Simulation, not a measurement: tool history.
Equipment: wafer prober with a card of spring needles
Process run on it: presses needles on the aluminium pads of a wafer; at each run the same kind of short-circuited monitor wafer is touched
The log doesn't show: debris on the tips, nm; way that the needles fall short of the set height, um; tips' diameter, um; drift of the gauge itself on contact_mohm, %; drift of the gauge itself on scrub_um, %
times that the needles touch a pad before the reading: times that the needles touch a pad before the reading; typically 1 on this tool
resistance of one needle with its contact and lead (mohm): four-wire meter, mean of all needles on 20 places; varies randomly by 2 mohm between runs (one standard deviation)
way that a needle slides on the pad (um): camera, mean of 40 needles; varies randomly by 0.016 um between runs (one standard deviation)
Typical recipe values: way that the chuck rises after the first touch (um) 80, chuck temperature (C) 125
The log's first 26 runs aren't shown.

run	hour	way that the chuck rises after the first touch (um)	chuck temperature (C)	times that the needles touch a pad before the reading	touches since the tips were cleaned	cleanings since the card got new needles	touches since the first contact's height was set	resistance of one needle with its contact and lead (mohm)	way that a needle slides on the pad (um)
# hour 234: tips cleaned on abrasive film
27	238.8	73	59	2	1617	22	6591	211	17.19
28	249.2	61	125	1	5118	22	10092	227	14.37
# hour 259.1: tips cleaned on abrasive film
29	260.1	61	125	1	337	23	13765	226	14.34
30	267.6	72	65	1	2869	23	16297	208	16.98
31	275.6	80	49	2	5567	23	18995	203	18.88
32	283.1	69	58	1	8109	23	21537	213	16.26
# hour 283.8: tips cleaned on abrasive film
33	293.2	69	58	1	3176	24	24924	209	16.26
34	299	76	64	3	5131	24	26879	209	17.92
35	305.6	83	68	1	7339	24	29087	209	19.56
# hour 309: tips cleaned on abrasive film
36	313	68	53	2	1347	25	31577	210	16

Forecast each of these 3 alternatives for the next run:
A	318.7	94	120	1	3258	25	33488	?	?
B	318.7	80	125	2	3258	25	33488	?	?
C	318.7	71	29	1	3258	25	33488	?	?

run	resistance of one needle with its contact and lead (mohm)	way that a needle slides on the pad (um)
A	220	22.14
B	227	18.85
C	202	16.72
Take away the tool's hidden state, keep each run's random variation, and the runs would have read:
run	resistance of one needle with its contact and lead (mohm)	way that a needle slides on the pad (um)
A	220	22.14
B	226	18.85
C	202	16.72

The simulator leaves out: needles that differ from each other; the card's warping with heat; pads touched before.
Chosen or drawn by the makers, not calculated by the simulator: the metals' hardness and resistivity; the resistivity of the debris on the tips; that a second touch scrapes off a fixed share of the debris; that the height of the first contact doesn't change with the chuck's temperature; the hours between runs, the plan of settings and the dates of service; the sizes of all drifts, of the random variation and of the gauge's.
